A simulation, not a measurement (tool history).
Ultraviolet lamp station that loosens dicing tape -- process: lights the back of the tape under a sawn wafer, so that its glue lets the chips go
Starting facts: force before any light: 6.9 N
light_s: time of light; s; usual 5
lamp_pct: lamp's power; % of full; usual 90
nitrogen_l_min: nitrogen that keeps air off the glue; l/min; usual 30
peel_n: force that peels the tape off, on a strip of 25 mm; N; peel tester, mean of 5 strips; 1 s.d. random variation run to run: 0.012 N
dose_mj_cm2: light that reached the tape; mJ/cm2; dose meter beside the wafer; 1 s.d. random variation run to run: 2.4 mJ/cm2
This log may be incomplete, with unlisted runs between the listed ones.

run,hour,light_s,lamp_pct,nitrogen_l_min,peel_n,dose_mj_cm2
1,0.0,5,90,30,0.534,267
2,26.5,5,90,30,0.556,265
3,78.6,5,90,30,0.551,268
4,111.9,6,90,30,0.380,320
5,170.1,5,90,46,0.401,266
# hour 181.0: window cleaned of glue's vapour
6,202.6,5,67,30,0.933,202
7,254.7,5,67,30,0.973,201
8,311.1,5,67,30,0.940,199
9,356.9,5,67,30,0.961,202
10,397.5,5,67,30,0.987,198
11,426.6,5,90,20,0.710,268
12,475.9,5,90,30,0.554,267
13,510.4,5,90,30,0.533,267
14,559.5,5,90,30,0.555,267
15,606.5,5,90,30,0.549,267
16,641.3,5,90,30,0.543,268
17,679.5,5,90,30,0.552,268

Predict the results of run 18:
18,706.2,5,90,30,?,?

{"run 18": {"peel_n": 0.544, "dose_mj_cm2": 263}}
Take away the tool's hidden state, keep the run-to-run variation as it was, and the same run would have given peel_n 0.541 N, dose_mj_cm2 264 mJ/cm2.
